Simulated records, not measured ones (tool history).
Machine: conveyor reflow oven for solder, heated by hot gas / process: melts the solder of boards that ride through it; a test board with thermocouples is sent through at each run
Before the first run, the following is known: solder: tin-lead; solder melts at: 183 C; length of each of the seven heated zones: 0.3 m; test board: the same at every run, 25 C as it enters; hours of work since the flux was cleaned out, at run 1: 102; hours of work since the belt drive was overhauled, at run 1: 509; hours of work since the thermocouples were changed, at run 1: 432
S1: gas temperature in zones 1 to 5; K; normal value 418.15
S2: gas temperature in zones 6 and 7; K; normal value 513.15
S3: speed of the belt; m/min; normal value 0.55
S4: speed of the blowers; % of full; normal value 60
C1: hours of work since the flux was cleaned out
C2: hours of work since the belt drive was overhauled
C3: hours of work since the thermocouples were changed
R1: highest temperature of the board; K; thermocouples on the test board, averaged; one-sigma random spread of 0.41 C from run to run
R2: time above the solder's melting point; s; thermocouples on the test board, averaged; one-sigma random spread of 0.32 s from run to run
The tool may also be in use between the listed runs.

{"run": 1, "day": 0.0, "S1": 418.15, "S2": 513.15, "S3": 0.55, "S4": 60, "C1": 102, "C2": 509, "C3": 432, "R1": 488.55, "R2": 48.5}
{"run": 2, "day": 0.475, "S1": 418.15, "S2": 513.15, "S3": 0.55, "S4": 60, "C1": 110, "C2": 517, "C3": 440, "R1": 488.25, "R2": 49.3}
{"run": 3, "day": 0.925, "S1": 418.15, "S2": 513.15, "S3": 0.567, "S4": 60, "C1": 117, "C2": 525, "C3": 447, "R1": 487.55, "R2": 46.7}
{"run": 4, "day": 1.558, "S1": 418.15, "S2": 513.15, "S3": 0.567, "S4": 60, "C1": 128, "C2": 535, "C3": 458, "R1": 486.65, "R2": 46}
{"run": 5, "day": 2.025, "S1": 418.15, "S2": 522.15, "S3": 0.567, "S4": 60, "C1": 136, "C2": 543, "C3": 466, "R1": 494.15, "R2": 51}
{"run": 6, "day": 2.638, "S1": 418.15, "S2": 513.15, "S3": 0.55, "S4": 60, "C1": 147, "C2": 554, "C3": 476, "R1": 488.55, "R2": 49.4}
{"run": 7, "day": 3.025, "S1": 418.15, "S2": 513.15, "S3": 0.55, "S4": 60, "C1": 153, "C2": 560, "C3": 483, "R1": 488.15, "R2": 49.3}
{"day": 3.258, "done": "belt drive overhauled, speed set with a stopwatch"}
{"run": 8, "day": 3.904, "S1": 415.15, "S2": 513.15, "S3": 0.55, "S4": 60, "C1": 165, "C2": 11, "C3": 495, "R1": 488.25, "R2": 47.6}
{"run": 9, "day": 4.242, "S1": 415.15, "S2": 513.15, "S3": 0.55, "S4": 60, "C1": 171, "C2": 17, "C3": 501, "R1": 488.05, "R2": 47.8}
{"run": 10, "day": 4.608, "S1": 418.15, "S2": 527.15, "S3": 0.55, "S4": 60, "C1": 177, "C2": 23, "C3": 507, "R1": 499.55, "R2": 56.4}
{"run": 11, "day": 5.071, "S1": 418.15, "S2": 513.15, "S3": 0.519, "S4": 53, "C1": 185, "C2": 31, "C3": 515, "R1": 487.75, "R2": 51.3}
{"run": 12, "day": 5.562, "S1": 418.15, "S2": 513.15, "S3": 0.519, "S4": 53, "C1": 193, "C2": 39, "C3": 523, "R1": 487.75, "R2": 51.3}
{"day": 5.762, "done": "belt drive overhauled, speed set with a stopwatch, once more"}
{"run": 13, "day": 6.283, "S1": 411.15, "S2": 528.15, "S3": 0.659, "S4": 79, "C1": 203, "C2": 9, "C3": 533, "R1": 497.75, "R2": 43.8}
{"run": 14, "day": 6.8, "S1": 406.15, "S2": 501.15, "S3": 0.526, "S4": 86, "C1": 212, "C2": 18, "C3": 541, "R1": 484.45, "R2": 45.5}
{"run": 15, "day": 7.396, "S1": 406.15, "S2": 501.15, "S3": 0.526, "S4": 86, "C1": 222, "C2": 28, "C3": 551, "R1": 484.35, "R2": 45.3}
{"run": 16, "day": 7.912, "S1": 427.15, "S2": 509.15, "S3": 0.55, "S4": 60, "C1": 230, "C2": 36, "C3": 560, "R1": 486.65, "R2": 50.9}
{"run": 17, "day": 8.267, "S1": 429.15, "S2": 509.15, "S3": 0.55, "S4": 60, "C1": 236, "C2": 42, "C3": 566, "R1": 487.15, "R2": 51.2}
{"run": 18, "day": 8.8, "S1": 411.15, "S2": 513.15, "S3": 0.502, "S4": 60, "C1": 245, "C2": 52, "C3": 575, "R1": 489.45, "R2": 52}
{"run": 19, "day": 9.346, "S1": 411.15, "S2": 513.15, "S3": 0.502, "S4": 60, "C1": 255, "C2": 61, "C3": 584, "R1": 488.85, "R2": 51.5}

Take each entry between the runs: how does the hidden state at the last listed run before it differ from the hidden state at the first listed run after it?
Between runs 7 and 8: belt drive overhauled, speed set with a stopwatch (day 3.258)
  heat that the gas passes to the board, % of a clean oven's: 97.3 -> 97.1; belt's true speed, % of the reading: 99.03 -> 98.62; true gas temperature in zones 6 and 7 over the reading, C: -1.01 -> -1.04
  measured minus no-state result, R1: -1.2 -> -1.1 K; R2: -0.4 -> -0.2 s
Between runs 12 and 13: belt drive overhauled, speed set with a stopwatch, once more (day 5.762)
  heat that the gas passes to the board, % of a clean oven's: 96.7 -> 96.6; belt's true speed, % of the reading: 98.57 -> 100.13; true gas temperature in zones 6 and 7 over the reading, C: -1.11 -> -1.14
  measured minus no-state result, R1: -1.2 -> -2.4 K; R2: -0.2 -> -1.3 s
